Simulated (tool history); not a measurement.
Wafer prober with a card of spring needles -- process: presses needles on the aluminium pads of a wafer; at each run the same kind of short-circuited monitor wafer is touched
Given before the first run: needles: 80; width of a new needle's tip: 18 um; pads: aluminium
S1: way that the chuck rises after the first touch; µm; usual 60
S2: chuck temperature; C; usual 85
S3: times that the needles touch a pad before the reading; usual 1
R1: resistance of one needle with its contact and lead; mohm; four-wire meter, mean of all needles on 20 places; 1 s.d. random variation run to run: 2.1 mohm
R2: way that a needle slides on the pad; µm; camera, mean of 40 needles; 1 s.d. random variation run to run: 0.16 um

Run 1, hour 0: usual settings. Result: R1 310 mohm, R2 15.05 µm.
At hour 1.6: tips cleaned on abrasive film.
Run 2, hour 14.7: usual settings. Result: R1 316 mohm, R2 14.78 µm.
At hour 16.4: tips cleaned on abrasive film.
Run 3, hour 26.2: usual settings. Result: R1 310 mohm, R2 14.85 µm.
At hour 30.3: tips cleaned on abrasive film.
Run 4, hour 42: usual settings. Result: R1 312 mohm, R2 14.51 µm.
At hour 44.4: tips cleaned on abrasive film.
Run 5, hour 57.7: usual settings. Result: R1 321 mohm, R2 14.77 µm.
At hour 58.9: tips cleaned on abrasive film.
Run 6, hour 71: usual settings. Result: R1 310 mohm, R2 14.73 µm.
At hour 73.3: tips cleaned on abrasive film.
Run 7, hour 86.7: usual settings but S2 30 C. Result: R1 308 mohm, R2 14.75 µm.
At hour 88: tips cleaned on abrasive film.
Run 8, hour 95.4: usual settings but S2 30 C. Result: R1 294 mohm, R2 14.89 µm.
At hour 102.2: tips cleaned on abrasive film.
Run 9, hour 104.4: usual settings but S2 30 C. Result: R1 259 mohm, R2 14.8 µm.
At hour 116.3: tips cleaned on abrasive film.
At hour 119.4: height of the first contact set anew.
Run 10, hour 120.6: usual settings but S2 30 C. Result: R1 254 mohm, R2 15.7 µm.
At hour 130.3: tips cleaned on abrasive film.
Run 11, hour 136.2: usual settings but S2 30 C. Result: R1 273 mohm, R2 16.18 µm.
At hour 144.4: tips cleaned on abrasive film.
Run 12, hour 153.1: usual settings but S2 30 C. Result: R1 284 mohm, R2 16.01 µm.
At hour 159: tips cleaned on abrasive film.
Run 13, hour 162.3: usual settings. Result: R1 261 mohm, R2 15.87 µm.
At hour 173.8: tips cleaned on abrasive film.
Run 14, hour 174.3: usual settings but S2 32 C. Result: R1 233 mohm, R2 16.04 µm.
Run 15, hour 182.9: usual settings but S2 32 C. Result: R1 288 mohm, R2 16.1 µm.
At hour 187.6: tips cleaned on abrasive film.
Run 16, hour 199.2: usual settings but S2 32 C. Result: R1 295 mohm, R2 15.48 µm.
At hour 201.8: tips cleaned on abrasive film.
Run 17, hour 211.7: usual settings but S2 32 C. Result: R1 294 mohm, R2 15.74 µm.
At hour 215.9: tips cleaned on abrasive film.
Run 18, hour 224.3: usual settings but S1 67 µm, S2 32 C. Result: R1 270 mohm, R2 17.92 µm.

Forecast run 19:
At hour 229.9: tips cleaned on abrasive film.
Run 19, hour 240.4: usual settings but S1 61 µm, S2 32 C, S3 2. Result: R1 ?, R2 ?.

{"run 19": {"R1": 264, "R2": 16.16}}
If the tool had no hidden condition, the same run with the same run-to-run variation would have returned R1 215 mohm, R2 16.41 µm.

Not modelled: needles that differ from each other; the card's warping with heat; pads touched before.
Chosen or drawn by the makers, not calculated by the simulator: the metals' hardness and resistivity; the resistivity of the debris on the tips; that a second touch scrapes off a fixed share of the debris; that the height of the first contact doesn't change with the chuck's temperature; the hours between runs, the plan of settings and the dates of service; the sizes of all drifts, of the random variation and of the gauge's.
